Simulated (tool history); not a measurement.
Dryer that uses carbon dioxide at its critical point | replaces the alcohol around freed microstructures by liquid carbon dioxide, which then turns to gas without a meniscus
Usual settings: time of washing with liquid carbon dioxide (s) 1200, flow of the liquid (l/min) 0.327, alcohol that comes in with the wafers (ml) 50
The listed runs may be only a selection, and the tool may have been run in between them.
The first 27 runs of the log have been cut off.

| run | hour | time of washing with liquid carbon dioxide (s) | flow of the liquid (l/min) | alcohol that comes in with the wafers (ml) | alcohol left in the vessel before it's heated (ppm by volume) |
|---|---|---|---|---|---|
| 28 | 621.2 | 780 | 0.327 | 101 | 3391 |
| 29 | 634.9 | 780 | 0.327 | 101 | 3385 |
| 30 | 662.8 | 1200 | 0.327 | 52 | 356 |
| 31 | 680.4 | 960 | 0.224 | 90 | 4873 |
| 32 | 710.3 | 960 | 0.224 | 90 | 4857 |
| 33 | 739.1 | 960 | 0.402 | 29 | 260 |
| 34 | 762.1 | 960 | 0.402 | 29 | 268 |
| 35 | 778.1 | 960 | 0.515 | 57 | 186 |
| 36 | 792.5 | 1200 | 0.327 | 24 | 211 |
| 37 | 822.3 | 1200 | 0.327 | 24 | 221 |
| 38 | 849.1 | 1200 | 0.327 | 24 | 225 |
| 39 | 870 | 1200 | 0.327 | 24 | 222 |
| 40 | 886.2 | 1200 | 0.327 | 24 | 236 |
| 41 | 913.6 | 1200 | 0.212 | 50 | 1802 |
| 42 | 932.3 | 1200 | 0.212 | 50 | 1772 |
| 43 | 958.7 | 900 | 0.207 | 43 | 3687 |
| 44 | 979.7 | 1500 | 0.202 | 43 | 874 |
| 45 | 1004.4 | 780 | 0.257 | 48 | 3481 |
| 46 | 1031.7 | 1200 | 0.327 | 81 | 617 |
| 47 | 1063.6 | 1500 | 0.327 | 23 | 144 |

Alternative continuations, all from the tool just after run 47; predict every row:
|  | 1086.9 | inlet filter changed |
| A | 1088.4 | 1620 | 0.327 | 59 | ? |
|  | 1086.9 | inlet filter changed |
| B | 1088.4 | 1200 | 0.272 | 93 | ? |
|  | 1086.9 | inlet filter changed |
| C | 1088.4 | 840 | 0.496 | 42 | ? |
|  | 1086.9 | inlet filter changed |
| D | 1088.4 | 1560 | 0.46 | 112 | ? |

| run | alcohol left in the vessel before it's heated (ppm by volume) |
|---|---|
| A | 138 |
| B | 1189 |
| C | 266 |
| D | 103 |
With no hidden state in the tool, these same runs would have given:
| run | alcohol left in the vessel before it's heated (ppm by volume) |
|---|---|
| A | 47 |
| B | 1079 |
| C | 174 |
| D | 12 |
